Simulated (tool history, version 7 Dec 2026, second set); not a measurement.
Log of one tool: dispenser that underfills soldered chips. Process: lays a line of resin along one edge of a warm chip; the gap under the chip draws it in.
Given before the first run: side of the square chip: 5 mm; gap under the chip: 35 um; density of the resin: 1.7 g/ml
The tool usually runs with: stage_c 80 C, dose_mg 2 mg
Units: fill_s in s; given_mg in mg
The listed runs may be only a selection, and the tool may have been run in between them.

run 1 hour=0 | stage_c=80 dose_mg=2 | fill_s=40.3 given_mg=1.935
run 2 hour=4 | stage_c=80 dose_mg=2 | fill_s=44.6 given_mg=1.922
-- hour=5.9 new syringe of resin
run 3 hour=8.9 | stage_c=80 dose_mg=2 | fill_s=40 given_mg=1.941
run 4 hour=11.3 | stage_c=84 dose_mg=2 | fill_s=36.4 given_mg=1.913
run 5 hour=13.5 | stage_c=84 dose_mg=2 | fill_s=38.6 given_mg=1.918
-- hour=15.1 new syringe of resin
run 6 hour=17.2 | stage_c=84 dose_mg=2 | fill_s=31.4 given_mg=1.915
run 7 hour=20 | stage_c=84 dose_mg=2 | fill_s=34.1 given_mg=1.904
run 8 hour=22.4 | stage_c=80 dose_mg=2 | fill_s=43.1 given_mg=1.91
-- hour=24.6 new syringe of resin
run 9 hour=25.5 | stage_c=80 dose_mg=2 | fill_s=35.9 given_mg=1.906
run 10 hour=28.9 | stage_c=88 dose_mg=2 | fill_s=29.6 given_mg=1.925
run 11 hour=30.8 | stage_c=88 dose_mg=2 | fill_s=31.8 given_mg=1.906
-- hour=33.9 new syringe of resin
run 12 hour=35.5 | stage_c=88 dose_mg=2 | fill_s=27.8 given_mg=1.91

Forecast run 13:
run 13 hour=37.5 | stage_c=69 dose_mg=2.14 | fill_s=? given_mg=?

Run 13 came out at fill_s 60.2 s, given_mg 2.048 mg.
Had the tool carried no hidden state, the very same run would have given fill_s 55.5 s, given_mg 2.146 mg.
